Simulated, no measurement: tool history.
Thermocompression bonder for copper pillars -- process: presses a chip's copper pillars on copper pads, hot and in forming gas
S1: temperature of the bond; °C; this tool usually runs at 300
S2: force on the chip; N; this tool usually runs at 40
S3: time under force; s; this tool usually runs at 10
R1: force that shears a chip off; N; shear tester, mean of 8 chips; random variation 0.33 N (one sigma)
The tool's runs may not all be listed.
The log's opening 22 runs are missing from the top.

run 23 hour=1454.2 | S1=301 S2=43 S3=10 | R1=81.1
run 24 hour=1520.6 | S1=322 S2=35 S3=7 | R1=82.7
-- hour=1581.8 forming gas filter changed
run 25 hour=1611.5 | S1=322 S2=35 S3=9 | R1=89.4
run 26 hour=1657.4 | S1=272 S2=42 S3=17 | R1=65.4
run 27 hour=1717.3 | S1=272 S2=42 S3=17 | R1=65.4
run 28 hour=1803.4 | S1=298 S2=42 S3=17 | R1=90.1
run 29 hour=1883.6 | S1=299 S2=40 S3=10 | R1=75.9
run 30 hour=1922 | S1=296 S2=48 S3=11 | R1=81.7
run 31 hour=1989.2 | S1=297 S2=40 S3=10 | R1=73.2
run 32 hour=2062.9 | S1=297 S2=40 S3=10 | R1=73.5
run 33 hour=2148.3 | S1=297 S2=40 S3=10 | R1=73.6
-- hour=2223 gauge calibrated
run 34 hour=2223 | S1=291 S2=36 S3=8 | R1=61.9
-- hour=2280.6 forming gas filter changed
run 35 hour=2299 | S1=291 S2=36 S3=8 | R1=62
run 36 hour=2359.1 | S1=291 S2=36 S3=8 | R1=61.6
run 37 hour=2449.5 | S1=301 S2=25 S3=8 | R1=57.4
run 38 hour=2494.6 | S1=300 S2=38 S3=18 | R1=91.1
run 39 hour=2533.4 | S1=291 S2=36 S3=13 | R1=72.3

Alternative continuations, all from the tool just after run 39; predict every row:
run A hour=2604.3 | S1=322 S2=26 S3=8 | R1=?
run B hour=2604.3 | S1=291 S2=54 S3=13 | R1=?
run C hour=2604.3 | S1=294 S2=36 S3=10 | R1=?
run D hour=2604.3 | S1=279 S2=40 S3=10 | R1=?

run=A R1=76.8
run=B R1=88
run=C R1=69.3
run=D R1=59.4
Stripped of hidden state, with their random variation kept, the same runs would have yielded:
run=A R1=77.6
run=B R1=89
run=C R1=70.1
run=D R1=60.1
